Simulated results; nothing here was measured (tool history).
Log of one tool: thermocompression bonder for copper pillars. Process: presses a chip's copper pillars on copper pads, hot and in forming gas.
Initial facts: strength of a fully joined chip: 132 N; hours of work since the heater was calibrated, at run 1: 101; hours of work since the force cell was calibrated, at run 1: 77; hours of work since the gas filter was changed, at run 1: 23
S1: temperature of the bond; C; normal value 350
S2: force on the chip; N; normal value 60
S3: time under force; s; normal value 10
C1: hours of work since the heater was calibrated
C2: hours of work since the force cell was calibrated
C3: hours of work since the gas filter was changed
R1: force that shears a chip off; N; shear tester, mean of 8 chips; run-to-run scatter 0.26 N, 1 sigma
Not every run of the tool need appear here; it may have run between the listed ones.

run,day,S1,S2,S3,C1,C2,C3,R1
1,0,350,60,10,101,77,23,54.4
2,0.425,350,83,10,106,81,28,67.8
3,0.879,350,60,10,110,86,33,54.6
4,1.275,350,60,10,115,90,37,54.3
5,1.704,350,60,10,119,95,41,54.1
6,2.142,330,60,10,124,99,46,41.3
7,2.388,350,60,10,126,102,49,54.1
8,2.712,350,60,10,130,105,52,54
9,3.1,350,60,10,134,109,56,53.8
10,3.417,350,60,10,137,113,59,54
11,3.762,350,74,10,141,116,63,62.5
12,4.238,350,74,10,146,121,68,61.6
13,4.662,369,60,10,150,126,73,66.9
14,4.908,369,60,10,153,128,75,66.5
15,5.392,366,60,10,158,134,80,64.6
16,5.608,366,60,26,160,136,82,87.4
17,5.992,366,60,26,164,140,87,87.3
18,6.296,366,60,26,168,143,90,86.6
19,6.654,366,60,10,171,147,94,64.4
20,6.9,366,60,10,174,149,96,64.5
21,7.433,367,71,19,180,155,102,87
22,7.933,367,71,19,185,160,107,86.5
23,8.275,372,68,19,188,164,111,88.6
24,8.788,330,70,19,194,169,116,58.7
25,9.325,330,70,19,200,175,122,58.5
26,9.692,350,66,14,203,179,126,64.4
27,10.129,350,50,25,208,184,130,65.7
28,10.592,350,42,7,213,188,135,35.3
29,10.908,350,42,7,216,192,138,35.3
30,11.125,350,42,7,219,194,141,35.4
31,11.496,350,60,6,222,198,145,43.4
32,11.933,350,60,6,227,203,149,43.2
33,12.171,321,66,18,230,205,152,48
34,12.625,350,59,11,234,210,156,54.1
35,12.975,350,44,7,238,214,160,36.5
36,13.208,350,60,7,241,216,163,46.1
37,13.642,331,45,6,245,221,167,26.3
38,14.033,331,45,6,249,225,171,26.1
39,14.488,331,45,6,254,229,176,25.9

Below, some changes in R1 between adjacent runs. For each, the amount present without the hidden state too (settings, incoming material, random variation) and the amount remaining for the hidden state with gauge scatter not shared by both compared results:
Hidden state present: true temperature of the bond over the reading, C; force that reaches the chip, % of what is set; oxide that the forming gas leaves, % of the face; drift of the gauge itself on shear_n, %.
Run 15 -> 16: S3 10 -> 26. R1 +22.8 N: hidden state -0.3, all else +23.1.
Run 23 -> 24: S1 372 -> 330, S2 68 -> 70. R1 -29.9 N: hidden state +0.5, all else -30.4.
Run 27 -> 28: S2 50 -> 42, S3 25 -> 7. R1 -30.4 N: hidden state +0.8, all else -31.2.
Run 34 -> 35: S2 59 -> 44, S3 11 -> 7. R1 -17.6 N: hidden state +0.7, all else -18.3.
Run 36 -> 37: S1 350 -> 331, S2 60 -> 45, S3 7 -> 6. R1 -19.8 N: hidden state +0.7, all else -20.5.
